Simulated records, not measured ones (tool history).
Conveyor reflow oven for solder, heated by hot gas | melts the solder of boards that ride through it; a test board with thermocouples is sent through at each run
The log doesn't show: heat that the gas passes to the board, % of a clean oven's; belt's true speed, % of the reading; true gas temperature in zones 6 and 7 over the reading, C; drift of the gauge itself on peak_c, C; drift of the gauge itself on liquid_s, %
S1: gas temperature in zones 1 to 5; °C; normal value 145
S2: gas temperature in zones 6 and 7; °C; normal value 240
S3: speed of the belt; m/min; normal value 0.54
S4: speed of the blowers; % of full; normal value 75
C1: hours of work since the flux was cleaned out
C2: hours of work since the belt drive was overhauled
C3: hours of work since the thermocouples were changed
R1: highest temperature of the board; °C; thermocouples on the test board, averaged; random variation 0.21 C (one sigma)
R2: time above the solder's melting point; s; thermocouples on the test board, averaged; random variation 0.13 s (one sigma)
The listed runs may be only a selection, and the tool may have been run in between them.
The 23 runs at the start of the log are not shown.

run,hour,S1,S2,S3,S4,C1,C2,C3,R1,R2
24,161.4,155,236,0.54,57,11,132,164,219.5,75.7
25,168.7,145,229,0.481,75,16,137,169,218.2,80.5
26,175.9,139,229,0.481,57,21,143,174,214.1,72.2
27,181.9,139,242,0.587,70,26,147,179,221.6,64.3
28,189.3,139,242,0.587,70,31,152,184,221.3,64.1
29,197.7,149,250,0.587,88,37,159,190,233.4,75.5
30,206,159,250,0.451,88,43,165,196,241.9,107.5
31,215.6,159,250,0.451,88,50,172,203,241.6,107.7
32,220,159,252,0.451,88,54,175,207,243.4,108.2

3 options for the next run, each taken on its own from the tool as it stands now. Forecast them:
A,227.7,148,238,0.451,85,59,180,212,?,?
B,227.7,159,252,0.621,68,59,180,212,?,?
C,227.7,145,236,0.462,65,59,180,212,?,?

run,R1,R2
A,228.9,96.1
B,231.7,74.9
C,223.4,88.4
The same runs, with their run-to-run variation unchanged, on a tool lacking any hidden condition would have given:
run,R1,R2
A,229,96.1
B,231.7,74.9
C,223.4,88.4

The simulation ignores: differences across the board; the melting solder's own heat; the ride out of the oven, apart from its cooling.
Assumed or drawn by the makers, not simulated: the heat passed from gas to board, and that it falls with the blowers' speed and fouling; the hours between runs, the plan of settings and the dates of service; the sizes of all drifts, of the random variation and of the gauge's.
